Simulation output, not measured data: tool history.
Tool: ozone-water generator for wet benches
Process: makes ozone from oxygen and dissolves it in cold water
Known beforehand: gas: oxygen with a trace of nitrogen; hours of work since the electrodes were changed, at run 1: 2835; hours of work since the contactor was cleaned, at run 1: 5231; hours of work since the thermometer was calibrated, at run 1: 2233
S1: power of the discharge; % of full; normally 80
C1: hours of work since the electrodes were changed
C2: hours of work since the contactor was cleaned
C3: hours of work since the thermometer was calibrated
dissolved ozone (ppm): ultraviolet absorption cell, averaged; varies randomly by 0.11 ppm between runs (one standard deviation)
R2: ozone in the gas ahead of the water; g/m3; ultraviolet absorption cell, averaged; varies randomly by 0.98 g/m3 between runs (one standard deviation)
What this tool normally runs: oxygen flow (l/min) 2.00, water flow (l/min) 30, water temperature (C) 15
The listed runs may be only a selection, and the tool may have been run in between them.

Run 1, day 0.000: usual settings; C1 2835; C2 5231; C3 2233. Result: dissolved ozone (ppm) 7.2, R2 162.0 g/m3.
Run 2, day 4.746: usual settings but oxygen flow (l/min) 2.42; C1 2919; C2 5315; C3 2317. Result: dissolved ozone (ppm) 7.7, R2 143.3 g/m3.
Run 3, day 9.283: usual settings but S1 69 % of full, oxygen flow (l/min) 2.42; C1 2998; C2 5394; C3 2396. Result: dissolved ozone (ppm) 6.7, R2 127.1 g/m3.
Run 4, day 13.975: usual settings but S1 69 % of full, oxygen flow (l/min) 2.42; C1 3080; C2 5476; C3 2478. Result: dissolved ozone (ppm) 6.6, R2 127.2 g/m3.
Run 5, day 19.271: usual settings but S1 69 % of full, oxygen flow (l/min) 2.42; C1 3173; C2 5569; C3 2571. Result: dissolved ozone (ppm) 6.5, R2 125.9 g/m3.
Run 6, day 24.058: usual settings but S1 69 % of full, oxygen flow (l/min) 2.42; C1 3257; C2 5653; C3 2655. Result: dissolved ozone (ppm) 6.7, R2 127.1 g/m3.
Run 7, day 28.838: usual settings but S1 69 % of full, oxygen flow (l/min) 2.08; C1 3341; C2 5737; C3 2739. Result: dissolved ozone (ppm) 6.2, R2 137.1 g/m3.
Run 8, day 31.033: usual settings but S1 69 % of full, oxygen flow (l/min) 2.08; C1 3379; C2 5775; C3 2777. Result: dissolved ozone (ppm) 6.4, R2 137.3 g/m3.
At day 31.446: water thermometer calibrated.
Run 9, day 35.650: usual settings but S1 69 % of full, oxygen flow (l/min) 2.08; C1 3460; C2 5856; C3 74. Result: dissolved ozone (ppm) 6.3, R2 136.0 g/m3.
Run 10, day 40.325: usual settings but S1 69 % of full, oxygen flow (l/min) 2.08; C1 3541; C2 5937; C3 156. Result: dissolved ozone (ppm) 6.3, R2 136.2 g/m3.
Run 11, day 44.925: usual settings but S1 69 % of full, oxygen flow (l/min) 2.08; C1 3622; C2 6018; C3 236. Result: dissolved ozone (ppm) 6.3, R2 136.2 g/m3.
Run 12, day 47.442: usual settings; C1 3666; C2 6062; C3 280. Result: dissolved ozone (ppm) 7.0, R2 160.1 g/m3.
Run 13, day 51.008: usual settings; C1 3729; C2 6125; C3 343. Result: dissolved ozone (ppm) 7.2, R2 158.3 g/m3.
Run 14, day 55.517: usual settings; C1 3807; C2 6204; C3 422. Result: dissolved ozone (ppm) 6.9, R2 157.5 g/m3.
Run 15, day 60.850: usual settings; C1 3901; C2 6297; C3 515. Result: dissolved ozone (ppm) 7.0, R2 157.3 g/m3.
Run 16, day 63.438: usual settings; C1 3946; C2 6342; C3 560. Result: dissolved ozone (ppm) 7.0, R2 157.9 g/m3.
Run 17, day 68.442: usual settings; C1 4034; C2 6430; C3 648. Result: dissolved ozone (ppm) 7.0, R2 156.1 g/m3.
At day 68.971: contactor cleaned.
Run 18, day 71.708: usual settings but S1 51 % of full, oxygen flow (l/min) 1.60, water flow (l/min) 27, water temperature (C) 7; C1 4088; C2 48; C3 702. Result: dissolved ozone (ppm) 5.2, R2 123.7 g/m3.
Run 19, day 76.367: usual settings but oxygen flow (l/min) 1.41; C1 4170; C2 130; C3 784. Result: dissolved ozone (ppm) 6.1, R2 192.3 g/m3.
Run 20, day 81.412: usual settings but S1 91 % of full, water flow (l/min) 43; C1 4258; C2 218; C3 872. Result: dissolved ozone (ppm) 4.8, R2 174.9 g/m3.
At day 82.267: contactor cleaned, once more.
Run 21, day 86.612: usual settings but S1 56 % of full, water flow (l/min) 29; C1 4346; C2 76; C3 960. Result: dissolved ozone (ppm) 5.6, R2 117.7 g/m3.
Run 22, day 89.721: usual settings but S1 54 % of full, oxygen flow (l/min) 1.75, water flow (l/min) 41, water temperature (C) 23; C1 4401; C2 131; C3 1015. Result: dissolved ozone (ppm) 3.5, R2 123.4 g/m3.
Run 23, day 93.550: usual settings but S1 68 % of full, oxygen flow (l/min) 1.75, water flow (l/min) 41, water temperature (C) 23; C1 4468; C2 198; C3 1082. Result: dissolved ozone (ppm) 4.3, R2 146.0 g/m3.
Run 24, day 98.583: usual settings but S1 68 % of full, oxygen flow (l/min) 1.75, water flow (l/min) 41, water temperature (C) 23; C1 4556; C2 286; C3 1170. Result: dissolved ozone (ppm) 4.3, R2 148.2 g/m3.
Run 25, day 102.417: usual settings but S1 68 % of full, oxygen flow (l/min) 1.75, water flow (l/min) 41, water temperature (C) 23; C1 4623; C2 353; C3 1237. Result: dissolved ozone (ppm) 4.4, R2 148.3 g/m3.
Run 26, day 104.688: usual settings but water flow (l/min) 35, water temperature (C) 14; C1 4663; C2 393; C3 1277. Result: dissolved ozone (ppm) 6.0, R2 154.3 g/m3.
Run 27, day 109.679: usual settings but S1 62 % of full, oxygen flow (l/min) 1.02, water flow (l/min) 42, water temperature (C) 9; C1 4750; C2 480; C3 1364. Result: dissolved ozone (ppm) 3.2, R2 183.6 g/m3.
Run 28, day 112.671: usual settings but S1 45 % of full, oxygen flow (l/min) 1.34, water flow (l/min) 35, water temperature (C) 10; C1 4803; C2 533; C3 1417. Result: dissolved ozone (ppm) 3.5, R2 123.7 g/m3.
Run 29, day 115.004: usual settings but S1 42 % of full, oxygen flow (l/min) 1.38, water flow (l/min) 33, water temperature (C) 9; C1 4844; C2 573; C3 1458. Result: dissolved ozone (ppm) 3.6, R2 114.0 g/m3.
Run 30, day 119.088: usual settings but oxygen flow (l/min) 1.49, water flow (l/min) 31; C1 4915; C2 645; C3 1529. Result: dissolved ozone (ppm) 6.3, R2 182.9 g/m3.
Run 31, day 123.658: usual settings but oxygen flow (l/min) 1.49, water flow (l/min) 31; C1 4995; C2 725; C3 1609. Result: dissolved ozone (ppm) 6.4, R2 180.6 g/m3.
Run 32, day 128.188: usual settings but oxygen flow (l/min) 1.49, water flow (l/min) 31; C1 5075; C2 804; C3 1689. Result: dissolved ozone (ppm) 6.4, R2 181.9 g/m3.
Run 33, day 132.812: usual settings but oxygen flow (l/min) 1.65, water flow (l/min) 33, water temperature (C) 11; C1 5156; C2 885; C3 1770. Result: dissolved ozone (ppm) 6.3, R2 170.7 g/m3.

Alternative continuations, all from the tool just after run 33; predict every row:
Run A, day 137.075: usual settings but oxygen flow (l/min) 1.35, water flow (l/min) 33, water temperature (C) 14; C1 5230; C2 960; C3 1844. Result: dissolved ozone (ppm) ?, R2 ?.
Run B, day 137.075: usual settings but S1 53 % of full, oxygen flow (l/min) 1.84, water flow (l/min) 20, water temperature (C) 11; C1 5230; C2 960; C3 1844. Result: dissolved ozone (ppm) ?, R2 ?.
Run C, day 137.075: usual settings but S1 93 % of full, oxygen flow (l/min) 2.37, water temperature (C) 19; C1 5230; C2 960; C3 1844. Result: dissolved ozone (ppm) ?, R2 ?.

run  dissolved ozone (ppm)     R2
  A                    5.9  192.9
  B                    7.9  114.9
  C                    8.2  156.7
Had the tool no hidden state, the same runs would have come out as:
run  dissolved ozone (ppm)     R2
  A                    6.5  211.4
  B                    8.5  122.5
  C                    9.2  173.5
